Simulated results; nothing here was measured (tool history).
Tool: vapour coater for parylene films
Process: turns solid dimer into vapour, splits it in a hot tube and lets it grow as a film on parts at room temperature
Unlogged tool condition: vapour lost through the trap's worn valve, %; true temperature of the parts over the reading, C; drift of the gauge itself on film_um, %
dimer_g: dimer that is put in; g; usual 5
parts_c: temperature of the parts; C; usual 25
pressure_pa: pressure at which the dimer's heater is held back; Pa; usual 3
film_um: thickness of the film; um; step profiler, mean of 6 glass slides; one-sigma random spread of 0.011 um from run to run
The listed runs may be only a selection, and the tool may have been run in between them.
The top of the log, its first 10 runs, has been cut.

| run | hour | dimer_g | parts_c | pressure_pa | hours of work since the trap's valve was overhauled | hours of work since the table's thermometer was calibrated | film_um |
|---|---|---|---|---|---|---|---|
| 11 | 487.3 | 5 | 25 | 3 | 287 | 34 | 0.93 |
| 12 | 537 | 2 | 25 | 3 | 317 | 64 | 0.37 |
| 13 | 597.3 | 5 | 25 | 3 | 352 | 99 | 0.91 |
| 14 | 641 | 5 | 25 | 3 | 378 | 125 | 0.92 |
| 15 | 708.2 | 5 | 25 | 3 | 418 | 165 | 0.9 |
|  | 757 | table's thermometer calibrated, once more |
| 16 | 774.1 | 5 | 25 | 3 | 456 | 10 | 0.96 |
| 17 | 827.9 | 5 | 25 | 3 | 488 | 42 | 0.96 |
| 18 | 892.3 | 5 | 29 | 3 | 526 | 80 | 0.8 |
| 19 | 925.9 | 6 | 25 | 6.16 | 546 | 100 | 1.01 |
|  | 946.7 | trap's valve overhauled |
| 20 | 959.4 | 6 | 25 | 8.7 | 7 | 117 | 1.02 |
| 21 | 991.4 | 4 | 25 | 7.38 | 26 | 136 | 0.69 |
| 22 | 1050.5 | 4 | 36 | 6.3 | 61 | 171 | 0.44 |
| 23 | 1099.7 | 7 | 32 | 2.25 | 90 | 200 | 1.07 |
| 24 | 1132.1 | 8 | 28 | 2.17 | 110 | 219 | 1.43 |
| 25 | 1163.8 | 8 | 28 | 2.17 | 128 | 238 | 1.44 |
| 26 | 1211.1 | 8 | 28 | 2.17 | 156 | 266 | 1.45 |
| 27 | 1244.7 | 8 | 28 | 2.17 | 176 | 286 | 1.47 |
| 28 | 1280.9 | 8 | 28 | 2.17 | 198 | 307 | 1.44 |
| 29 | 1334.4 | 8 | 28 | 2.17 | 229 | 339 | 1.44 |
| 30 | 1362.3 | 3 | 36 | 3.39 | 246 | 355 | 0.37 |
| 31 | 1414.2 | 3 | 24 | 2.63 | 276 | 386 | 0.61 |
| 32 | 1469.7 | 6 | 23 | 2.23 | 309 | 419 | 1.29 |
| 33 | 1535.6 | 6 | 23 | 2.23 | 348 | 458 | 1.3 |
| 34 | 1601 | 6 | 23 | 2.23 | 387 | 497 | 1.28 |

What will run 35 give?
| 35 | 1651.4 | 4 | 27 | 8.32 | 417 | 526 | ? |

Run 35 gave film_um 0.6 um.
If the tool had no hidden condition, the same run with the same run-to-run variation would have returned film_um 0.64 um.

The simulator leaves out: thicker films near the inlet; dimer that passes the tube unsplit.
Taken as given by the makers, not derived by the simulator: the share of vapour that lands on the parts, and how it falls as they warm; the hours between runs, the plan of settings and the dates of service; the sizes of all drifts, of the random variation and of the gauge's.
